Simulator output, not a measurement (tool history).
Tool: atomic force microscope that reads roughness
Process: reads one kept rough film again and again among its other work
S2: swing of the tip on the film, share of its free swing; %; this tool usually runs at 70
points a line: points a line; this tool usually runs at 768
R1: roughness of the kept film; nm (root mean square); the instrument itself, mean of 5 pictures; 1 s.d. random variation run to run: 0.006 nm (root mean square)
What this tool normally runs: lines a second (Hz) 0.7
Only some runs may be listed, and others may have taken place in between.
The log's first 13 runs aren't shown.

Run 14, hour 467.7: usual settings but lines a second (Hz) 1.034. Result: R1 1.036 nm (root mean square).
At hour 482.5: new tip fitted.
Run 15, hour 494.8: usual settings. Result: R1 1.11 nm (root mean square).
Run 16, hour 541.2: usual settings. Result: R1 1.065 nm (root mean square).
At hour 574.3: new tip fitted.
Run 17, hour 582.7: usual settings. Result: R1 1.113 nm (root mean square).
Run 18, hour 622.8: usual settings but S2 80 %. Result: R1 1.054 nm (root mean square).
Run 19, hour 652.9: usual settings but S2 80 %. Result: R1 1.045 nm (root mean square).
At hour 667.7: new tip fitted.
Run 20, hour 692.4: usual settings but points a line 265. Result: R1 1.074 nm (root mean square).
Run 21, hour 732.6: usual settings. Result: R1 1.058 nm (root mean square).
Run 22, hour 758.2: usual settings. Result: R1 1.042 nm (root mean square).
At hour 761.6: new tip fitted.
Run 23, hour 790.2: usual settings. Result: R1 1.086 nm (root mean square).
Run 24, hour 834.8: usual settings. Result: R1 1.042 nm (root mean square).
At hour 853.7: new tip fitted.
Run 25, hour 875.3: usual settings. Result: R1 1.096 nm (root mean square).
Run 26, hour 921.4: usual settings but S2 67 %, points a line 982. Result: R1 1.057 nm (root mean square).
Run 27, hour 943: usual settings but lines a second (Hz) 1.663, S2 63 %, points a line 693. Result: R1 1.027 nm (root mean square).
At hour 946.3: new tip fitted.
Run 28, hour 975.1: usual settings but lines a second (Hz) 0.842, S2 88 %. Result: R1 1.027 nm (root mean square).
Run 29, hour 997.2: usual settings but lines a second (Hz) 1.093, S2 69 %, points a line 980. Result: R1 1.054 nm (root mean square).
At hour 1038.5: new tip fitted.
Run 30, hour 1046.2: usual settings but lines a second (Hz) 0.97, S2 87 %, points a line 815. Result: R1 1.031 nm (root mean square).
Run 31, hour 1073.7: usual settings but lines a second (Hz) 1.534, points a line 709. Result: R1 1.047 nm (root mean square).

Predict the results of run 32:
Run 32, hour 1116.7: usual settings but lines a second (Hz) 1.534, S2 64 %, points a line 559. Result: R1 ?.

{"run 32": {"R1": 1.034}}
Were there no unlogged condition in the tool, this run, its random variation unchanged, would have produced R1 1.108 nm (root mean square).
